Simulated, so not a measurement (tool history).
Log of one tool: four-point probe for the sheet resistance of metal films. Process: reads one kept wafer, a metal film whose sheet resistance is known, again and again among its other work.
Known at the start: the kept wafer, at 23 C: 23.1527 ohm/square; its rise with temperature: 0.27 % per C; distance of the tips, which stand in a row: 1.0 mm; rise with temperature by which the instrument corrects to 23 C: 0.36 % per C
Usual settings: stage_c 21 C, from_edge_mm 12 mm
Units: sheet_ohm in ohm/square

run    hour  stage_c  from_edge_mm  sheet_ohm
  1       0       21            12  23.287687
  2   118.1       21            12  23.277488
  3   197.5       21            19  23.227387
  4     274       21            19  23.234566
  5   383.5       21            19  23.232498
  6   504.2       23            19  23.190973
  7   642.3       24            19  23.160182
  8   702.3       24             4  23.883795
  9   815.3       22            12  23.261294
 10   905.3       22            12  23.262186
 11  1045.2       24            12  23.223118
 12  1174.9       24            12  23.221066
 13  1262.3       24            12   23.20806
 14  1393.2       24            12  23.213415
 15  1454.1       29             4  23.781629
 16  1579.6       25            17  23.151608
 17  1657.6       30            45  23.019693
 18  1751.1       24            19  23.167483
 19  1841.1       24            19  23.163438
 20  1972.7       20            23  23.233439
 21  2065.8       20            23  23.244124
 22  2157.5       21            20  23.230636
 23    2297       21            20  23.225375
 24  2406.8       23             8  23.352204
 25  2551.4       33            55  22.946706
 26  2633.3       33            55  22.946913
 27  2701.7       33            55  22.945812
 28  2799.5       33            55   22.94874

Forecast each of these 3 alternatives for the next run:
  A  2888.3       33            16          ?
  B  2888.3       25             7          ?
  C  2888.3       18            51          ?

run  sheet_ohm
  A  22.991937
  B  23.367405
  C  23.253284
Without the tool's hidden state the same runs would have given:
run  sheet_ohm
  A  22.993476
  B  23.368966
  C  23.254838

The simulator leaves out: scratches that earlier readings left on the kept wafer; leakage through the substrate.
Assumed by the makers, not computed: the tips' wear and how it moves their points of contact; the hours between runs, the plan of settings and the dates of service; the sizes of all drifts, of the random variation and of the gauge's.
